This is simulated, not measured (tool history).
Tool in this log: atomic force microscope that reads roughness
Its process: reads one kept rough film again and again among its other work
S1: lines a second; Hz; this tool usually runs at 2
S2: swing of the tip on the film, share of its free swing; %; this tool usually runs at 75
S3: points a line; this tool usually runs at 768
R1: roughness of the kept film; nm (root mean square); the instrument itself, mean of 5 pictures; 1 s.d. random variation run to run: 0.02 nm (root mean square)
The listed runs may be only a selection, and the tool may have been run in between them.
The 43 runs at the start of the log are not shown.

{"run": 44, "hour": 490.9, "S1": 1.42, "S2": 72, "S3": 505, "R1": 5.013}
{"run": 45, "hour": 501.1, "S1": 1.42, "S2": 72, "S3": 505, "R1": 4.987}
{"run": 46, "hour": 508.5, "S1": 1.42, "S2": 72, "S3": 505, "R1": 5}
{"run": 47, "hour": 522.9, "S1": 1.42, "S2": 72, "S3": 505, "R1": 4.997}
{"run": 48, "hour": 533.5, "S1": 1.42, "S2": 72, "S3": 505, "R1": 4.995}
{"run": 49, "hour": 541.2, "S1": 1.42, "S2": 72, "S3": 505, "R1": 5.002}
{"run": 50, "hour": 552.7, "S1": 0.61, "S2": 75, "S3": 567, "R1": 5.098}
{"run": 51, "hour": 566.7, "S1": 2.27, "S2": 60, "S3": 363, "R1": 5.023}
{"run": 52, "hour": 582.0, "S1": 2.27, "S2": 60, "S3": 363, "R1": 5.041}

Predict each of these 5 candidate next runs independently; none follows another, all start after run 52:
{"hour": 586.3, "done": "new tip fitted"}
{"run": "A", "hour": 596.8, "S1": 2.27, "S2": 69, "S3": 363, "R1": "?"}
{"hour": 586.3, "done": "new tip fitted"}
{"run": "B", "hour": 596.8, "S1": 1.81, "S2": 61, "S3": 985, "R1": "?"}
{"hour": 586.3, "done": "new tip fitted"}
{"run": "C", "hour": 596.8, "S1": 0.81, "S2": 75, "S3": 652, "R1": "?"}
{"hour": 586.3, "done": "new tip fitted"}
{"run": "D", "hour": 596.8, "S1": 2, "S2": 75, "S3": 272, "R1": "?"}
{"hour": 586.3, "done": "new tip fitted"}
{"run": "E", "hour": 596.8, "S1": 1.85, "S2": 61, "S3": 768, "R1": "?"}

run=A R1=4.966
run=B R1=5.066
run=C R1=5.071
run=D R1=4.856
run=E R1=5.074
With the hidden condition removed and each run's random variation left untouched, the same runs would have given:
run=A R1=4.967
run=B R1=5.068
run=C R1=5.073
run=D R1=4.858
run=E R1=5.076
